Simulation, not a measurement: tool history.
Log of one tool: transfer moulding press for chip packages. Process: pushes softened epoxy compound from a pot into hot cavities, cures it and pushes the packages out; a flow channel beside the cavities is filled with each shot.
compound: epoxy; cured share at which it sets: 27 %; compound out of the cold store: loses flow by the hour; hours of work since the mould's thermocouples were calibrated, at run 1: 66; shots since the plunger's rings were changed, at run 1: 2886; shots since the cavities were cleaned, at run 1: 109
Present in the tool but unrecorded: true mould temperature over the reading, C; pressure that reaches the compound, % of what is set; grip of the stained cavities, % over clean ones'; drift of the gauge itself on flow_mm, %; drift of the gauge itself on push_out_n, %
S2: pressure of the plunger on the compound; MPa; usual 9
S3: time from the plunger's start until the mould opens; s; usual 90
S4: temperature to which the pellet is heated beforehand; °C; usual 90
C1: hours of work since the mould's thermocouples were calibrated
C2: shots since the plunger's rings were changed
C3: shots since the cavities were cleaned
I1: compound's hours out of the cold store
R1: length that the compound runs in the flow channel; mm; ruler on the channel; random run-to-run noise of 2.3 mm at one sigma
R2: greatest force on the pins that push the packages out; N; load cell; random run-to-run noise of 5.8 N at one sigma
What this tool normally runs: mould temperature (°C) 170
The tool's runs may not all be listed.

run 1 hour=0 | mould_temperature_(°C)=170 S2=9 S3=90 S4=90 | C1=66 C2=2886 C3=109 | I1=36.7 | R1=568 R2=248
-- hour=29.5 plunger's sealing rings changed
run 2 hour=57.8 | mould_temperature_(°C)=170 S2=9 S3=85 S4=90 | C1=101 C2=367 C3=828 | I1=23.7 | R1=616 R2=367
-- hour=77.8 cavities cleaned with cleaning compound and waxed
run 3 hour=98.2 | mould_temperature_(°C)=170 S2=9 S3=85 S4=88 | C1=126 C2=872 C3=265 | I1=27.6 | R1=606 R2=312
run 4 hour=146 | mould_temperature_(°C)=170 S2=9 S3=85 S4=88 | C1=156 C2=1493 C3=886 | I1=25.5 | R1=602 R2=364
-- hour=157.7 cavities cleaned with cleaning compound and waxed
run 5 hour=187.2 | mould_temperature_(°C)=166 S2=9 S3=90 S4=90 | C1=181 C2=2010 C3=384 | I1=13.9 | R1=640 R2=390
run 6 hour=232.9 | mould_temperature_(°C)=166 S2=9 S3=90 S4=90 | C1=209 C2=2603 C3=977 | I1=12.8 | R1=634 R2=443
-- hour=238.5 cavities cleaned with cleaning compound and waxed
run 7 hour=273.5 | mould_temperature_(°C)=170 S2=9 S3=90 S4=90 | C1=234 C2=3112 C3=455 | I1=43.2 | R1=552 R2=287
-- hour=286 plunger's sealing rings changed
run 8 hour=315.2 | mould_temperature_(°C)=170 S2=9 S3=90 S4=90 | C1=258 C2=380 C3=964 | I1=23.5 | R1=625 R2=346
-- hour=321 cavities cleaned with cleaning compound and waxed
run 9 hour=378.8 | mould_temperature_(°C)=170 S2=9 S3=90 S4=90 | C1=297 C2=1186 C3=751 | I1=41.9 | R1=569 R2=305
-- hour=401.1 cavities cleaned with cleaning compound and waxed
run 10 hour=428.3 | mould_temperature_(°C)=170 S2=9 S3=90 S4=90 | C1=328 C2=1810 C3=353 | I1=23.5 | R1=612 R2=287
run 11 hour=468.7 | mould_temperature_(°C)=170 S2=9 S3=90 S4=90 | C1=353 C2=2336 C3=879 | I1=13.9 | R1=629 R2=326
-- hour=484 cavities cleaned with cleaning compound and waxed
run 12 hour=523.1 | mould_temperature_(°C)=170 S2=9 S3=90 S4=90 | C1=386 C2=3022 C3=508 | I1=11.6 | R1=628 R2=309
-- hour=541.4 plunger's sealing rings changed
-- hour=566.5 cavities cleaned with cleaning compound and waxed
run 13 hour=566.5 | mould_temperature_(°C)=172 S2=9 S3=90 S4=90 | C1=411 C2=307 C3=0 | I1=11.9 | R1=646 R2=191
run 14 hour=621.1 | mould_temperature_(°C)=172 S2=9 S3=90 S4=90 | C1=445 C2=1016 C3=709 | I1=46.4 | R1=558 R2=298
-- hour=649.6 cavities cleaned with cleaning compound and waxed
run 15 hour=652.9 | mould_temperature_(°C)=172 S2=9 S3=90 S4=90 | C1=464 C2=1410 C3=43 | I1=26.3 | R1=602 R2=213
run 16 hour=697.9 | mould_temperature_(°C)=166 S2=9.38 S3=90 S4=97 | C1=493 C2=1994 C3=627 | I1=14.6 | R1=649 R2=388
-- hour=731.4 cavities cleaned with cleaning compound and waxed
run 17 hour=734.5 | mould_temperature_(°C)=170 S2=7.96 S3=90 S4=90 | C1=515 C2=2451 C3=40 | I1=22.2 | R1=569 R2=212
run 18 hour=762.3 | mould_temperature_(°C)=176 S2=10.42 S3=85 S4=90 | C1=532 C2=2813 C3=402 | I1=26.3 | R1=619 R2=266
-- hour=801.3 plunger's sealing rings changed
-- hour=816.3 cavities cleaned with cleaning compound and waxed
run 19 hour=821.8 | mould_temperature_(°C)=172 S2=9.16 S3=99 S4=90 | C1=567 C2=248 C3=73 | I1=25.7 | R1=615 R2=191
run 20 hour=879.7 | mould_temperature_(°C)=173 S2=10.66 S3=124 S4=90 | C1=603 C2=1000 C3=825 | I1=34.8 | R1=633 R2=276
-- hour=899.4 cavities cleaned with cleaning compound and waxed
run 21 hour=907.9 | mould_temperature_(°C)=167 S2=6.89 S3=102 S4=84 | C1=620 C2=1347 C3=111 | I1=44.1 | R1=503 R2=245
-- hour=963.7 mould's thermocouples calibrated
run 22 hour=971 | mould_temperature_(°C)=167 S2=6.89 S3=102 S4=84 | C1=5 C2=2141 C3=905 | I1=41.5 | R1=499 R2=324
-- hour=983.7 cavities cleaned with cleaning compound and waxed
run 23 hour=1021.5 | mould_temperature_(°C)=167 S2=6.89 S3=102 S4=84 | C1=35 C2=2777 C3=491 | I1=45.7 | R1=491 R2=309
-- hour=1062.5 plunger's sealing rings changed
-- hour=1067.9 cavities cleaned with cleaning compound and waxed
run 24 hour=1067.9 | mould_temperature_(°C)=167 S2=6.89 S3=102 S4=84 | C1=62 C2=52 C3=0 | I1=11.2 | R1=581 R2=200
run 25 hour=1110.8 | mould_temperature_(°C)=164 S2=7.99 S3=90 S4=97 | C1=89 C2=609 C3=557 | I1=39.8 | R1=553 R2=445
-- hour=1148 cavities cleaned with cleaning compound and waxed
run 26 hour=1162.6 | mould_temperature_(°C)=170 S2=8.75 S3=90 S4=90 | C1=121 C2=1263 C3=190 | I1=11.4 | R1=639 R2=271
run 27 hour=1222 | mould_temperature_(°C)=165 S2=6.97 S3=90 S4=90 | C1=158 C2=2034 C3=961 | I1=12 | R1=570 R2=479

Results for each run, recomputed without the tool's hidden state and with each run's random variation untouched:
run=1 R1=593 R2=207
run=2 R1=621 R2=228
run=3 R1=615 R2=222
run=4 R1=617 R2=223
run=5 R1=662 R2=267
run=6 R1=661 R2=272
run=7 R1=580 R2=190
run=8 R1=629 R2=213
run=9 R1=579 R2=190
run=10 R1=629 R2=202
run=11 R1=653 R2=206
run=12 R1=658 R2=204
run=13 R1=651 R2=189
run=14 R1=568 R2=192
run=15 R1=617 R2=195
run=16 R1=671 R2=253
run=17 R1=592 R2=194
run=18 R1=649 R2=179
run=19 R1=620 R2=170
run=20 R1=644 R2=173
run=21 R1=514 R2=204
run=22 R1=516 R2=202
run=23 R1=513 R2=207
run=24 R1=582 R2=199
run=25 R1=558 R2=291
run=26 R1=651 R2=211
run=27 R1=588 R2=298

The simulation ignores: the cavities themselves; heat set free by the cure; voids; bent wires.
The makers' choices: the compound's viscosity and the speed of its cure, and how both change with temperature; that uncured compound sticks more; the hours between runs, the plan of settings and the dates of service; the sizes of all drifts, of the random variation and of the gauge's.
